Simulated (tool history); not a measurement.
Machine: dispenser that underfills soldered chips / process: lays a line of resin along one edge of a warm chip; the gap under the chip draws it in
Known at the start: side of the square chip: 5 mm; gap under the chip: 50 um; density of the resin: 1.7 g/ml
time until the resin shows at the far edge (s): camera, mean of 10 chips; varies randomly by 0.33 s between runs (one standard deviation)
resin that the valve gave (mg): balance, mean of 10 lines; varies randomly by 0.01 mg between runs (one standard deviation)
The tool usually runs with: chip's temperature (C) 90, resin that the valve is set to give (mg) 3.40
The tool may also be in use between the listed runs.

run,day,chip's temperature (C),resin that the valve is set to give (mg),time until the resin shows at the far edge (s),resin that the valve gave (mg)
1,0.000,90,3.40,24.4,3.28
2,0.117,97,3.40,22.1,3.26
# day 0.142: new syringe of resin
3,0.292,97,3.40,14.1,3.27
4,0.412,97,3.40,17.5,3.26
5,0.571,97,3.40,21.5,3.26
# day 0.625: new syringe of resin
6,0.675,97,3.40,12.5,3.25
7,0.850,97,3.40,16.8,3.24
8,0.933,97,3.40,18.1,3.24
# day 1.112: new syringe of resin
9,1.117,97,3.40,12.4,3.26
# day 1.229: dispensing valve cleaned and set on the balance
10,1.317,97,3.40,14.7,3.39
11,1.404,82,3.40,27.8,3.37
12,1.492,82,3.40,30.8,3.36
13,1.596,82,3.40,35.5,3.36
# day 1.642: new syringe of resin
14,1.754,90,3.40,17.5,3.37
15,1.888,90,3.40,20.7,3.36
16,2.000,77,3.40,37.0,3.37
# day 2.133: new syringe of resin
17,2.192,100,3.40,11.6,3.35
18,2.329,100,3.40,14.8,3.36
19,2.529,100,3.40,19.3,3.34
# day 2.621: new syringe of resin
20,2.625,83,4.17,18.1,4.09
21,2.750,85,4.34,21.5,4.26
22,2.854,90,4.35,20.5,4.27
23,2.958,104,4.15,14.9,4.06
# day 3.104: new syringe of resin
24,3.117,83,3.39,18.9,3.32
25,3.317,83,3.39,25.1,3.29
26,3.400,83,3.39,28.3,3.28
27,3.562,80,3.19,39.0,3.08
# day 3.592: new syringe of resin
28,3.700,80,3.19,23.7,3.08
29,3.829,79,3.78,29.8,3.66
30,3.975,79,3.78,36.5,3.64
# day 4.075: new syringe of resin
31,4.092,86,3.28,17.1,3.15
32,4.221,89,3.83,19.2,3.70
33,4.308,86,3.08,24.8,2.97
34,4.488,93,3.81,23.8,3.66
# day 4.571: new syringe of resin
35,4.658,93,3.81,15.2,3.64

Selected run-to-run steps in time until the resin shows at the far edge (s), each split into two signed amounts: the part the tool would show with no hidden state at all (from settings, incoming material and random variation), and the remainder, which goes to the hidden state together with any gauge scatter not common to the measured and the hidden-state-free results:
What the log doesn't record here: resin's viscosity, % of fresh resin's; dose that the valve gives, % of what is set; true chip temperature over the reading, C; drift of the gauge itself on fill_s, %; drift of the gauge itself on given_mg, %.
Run 13 -> 14: chip's temperature (C) 82 -> 90, new syringe of resin. time until the resin shows at the far edge (s) -18.0: hidden state -14.0, all else -4.0.
Run 16 -> 17: chip's temperature (C) 77 -> 100, new syringe of resin. time until the resin shows at the far edge (s) -25.4: hidden state -13.1, all else -12.3.
Run 27 -> 28: new syringe of resin. time until the resin shows at the far edge (s) -15.3: hidden state -14.8, all else -0.5.
Run 30 -> 31: chip's temperature (C) 79 -> 86, resin that the valve is set to give (mg) 3.78 -> 3.28, new syringe of resin. time until the resin shows at the far edge (s) -19.4: hidden state -14.6, all else -4.8.
